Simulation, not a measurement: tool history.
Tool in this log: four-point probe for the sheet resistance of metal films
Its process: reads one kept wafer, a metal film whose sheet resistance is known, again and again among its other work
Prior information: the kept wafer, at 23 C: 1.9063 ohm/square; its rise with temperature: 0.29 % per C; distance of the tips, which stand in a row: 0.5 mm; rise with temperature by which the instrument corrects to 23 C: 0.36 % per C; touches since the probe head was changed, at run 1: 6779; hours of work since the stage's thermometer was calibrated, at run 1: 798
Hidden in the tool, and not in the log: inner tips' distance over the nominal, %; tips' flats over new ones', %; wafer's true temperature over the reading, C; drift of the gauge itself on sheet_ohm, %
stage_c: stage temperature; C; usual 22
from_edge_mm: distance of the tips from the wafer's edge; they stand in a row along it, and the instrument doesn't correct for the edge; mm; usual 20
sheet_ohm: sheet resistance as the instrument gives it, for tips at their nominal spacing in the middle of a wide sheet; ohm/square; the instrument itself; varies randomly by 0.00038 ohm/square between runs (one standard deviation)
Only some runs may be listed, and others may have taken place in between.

run	hour	stage_c	from_edge_mm	touches since the probe head was changed	hours of work since the stage's thermometer was calibrated	sheet_ohm
1	0.0	22	20	6779	798	1.911343
2	13.1	22	20	7098	806	1.912573
3	20.7	22	52	7282	811	1.911088
4	31.6	22	10	7547	817	1.913824
5	47.6	22	10	7939	827	1.913239
6	63.1	22	20	8316	836	1.912337
7	71.3	22	28	8514	841	1.911573
8	86.6	22	4	8886	851	1.927061
9	94.0	29	36	9068	855	1.902229
10	108.6	23	63	9423	864	1.909731
11	119.1	21	25	9678	870	1.912673

Each row is a separate what-if for the run after 11, all from the same tool condition, not one after another. Results?
A	135.2	21	56	10070	880	?
B	135.2	22	18	10070	880	?
C	135.2	21	6	10070	880	?

run	sheet_ohm
A	1.912160
B	1.912118
C	1.919414
Without the tool's hidden state the same runs would have given:
run	sheet_ohm
A	1.908661
B	1.908616
C	1.915904

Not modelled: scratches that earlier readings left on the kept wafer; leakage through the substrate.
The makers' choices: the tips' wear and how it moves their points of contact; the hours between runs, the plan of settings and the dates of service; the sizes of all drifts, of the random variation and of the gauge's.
